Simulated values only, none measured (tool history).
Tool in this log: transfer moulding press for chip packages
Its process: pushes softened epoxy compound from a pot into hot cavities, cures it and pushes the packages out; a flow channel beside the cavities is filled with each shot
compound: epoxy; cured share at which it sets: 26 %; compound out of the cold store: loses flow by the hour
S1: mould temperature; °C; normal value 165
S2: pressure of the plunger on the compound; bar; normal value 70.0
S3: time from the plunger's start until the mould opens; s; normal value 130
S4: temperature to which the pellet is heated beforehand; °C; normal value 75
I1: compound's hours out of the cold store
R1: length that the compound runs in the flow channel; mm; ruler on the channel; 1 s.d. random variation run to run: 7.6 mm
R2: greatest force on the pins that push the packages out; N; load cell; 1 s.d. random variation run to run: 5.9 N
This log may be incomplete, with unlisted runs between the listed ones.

run   hour   S1    S2   S3  S4    I1   R1   R2
  1    0.0  165  70.0  130  75  22.0  821  398
      12.9  -- cavities cleaned with cleaning compound and waxed
  2   14.9  165  70.0  130  75  36.8  735  227
  3   27.8  165  70.0  130  75  36.1  730  286
  4   36.6  165  70.0  130  75  14.9  853  326
  5   50.8  165  70.0  130  75  24.6  789  374
  6   62.4  165  70.0  130  75  20.7  811  393
  7   74.6  165  62.7  130  75  31.9  714  406
  8   81.5  165  62.7  130  75  11.5  827  437
      83.9  -- cavities cleaned with cleaning compound and waxed
  9   92.9  165  70.0  130  78  37.9  717  253
 10  108.1  165  70.0  130  78  38.4  717  315
 11  122.7  165  70.0  130  78   9.1  869  371
 12  130.0  165  70.0  130  78  36.8  719  373
 13  145.7  165  70.0  130  78  25.2  776  427
 14  152.8  165  70.0  159  75  34.6  746  420
     155.3  -- cavities cleaned with cleaning compound and waxed
 15  166.0  165  70.0  159  75  39.7  688  265
 16  173.0  165  70.0  159  75  46.8  667  271
 17  184.9  165  58.5  140  72  28.7  692  330
 18  197.1  165  52.5  140  72  45.1  593  353
 19  205.6  165  73.0  117  75  22.2  819  403
 20  219.1  161  70.0  159  75  45.6  682  395
     226.6  -- cavities cleaned with cleaning compound and waxed
 21  234.1  158  83.4  116  76  17.5  910  390
 22  244.6  158  83.4  116  76  41.4  789  434
 23  258.6  164  70.0  130  68  38.3  699  340
 24  266.3  164  62.8  130  68  25.8  729  359
 25  279.5  172  66.2  144  67  35.4  673  371
 26  291.9  165  70.0  130  81   8.5  864  418
     297.7  -- cavities cleaned with cleaning compound and waxed
 27  306.3  165  67.7  130  75  28.2  736  267
 28  314.3  165  67.7  130  75  40.5  685  297

Forecast each of these 3 alternatives for the next run:
  A  329.9  165  70.0  154  66  10.1   ?   ?
  B  329.9  165  67.7  139  74  19.4   ?   ?
  C  329.9  165  69.1  130  75  19.3   ?   ?

run   R1   R2
  A  853  335
  B  784  346
  C  790  355
What these runs would have given with no unlogged condition in the tool:
run   R1   R2
  A  908  214
  B  834  218
  C  841  227
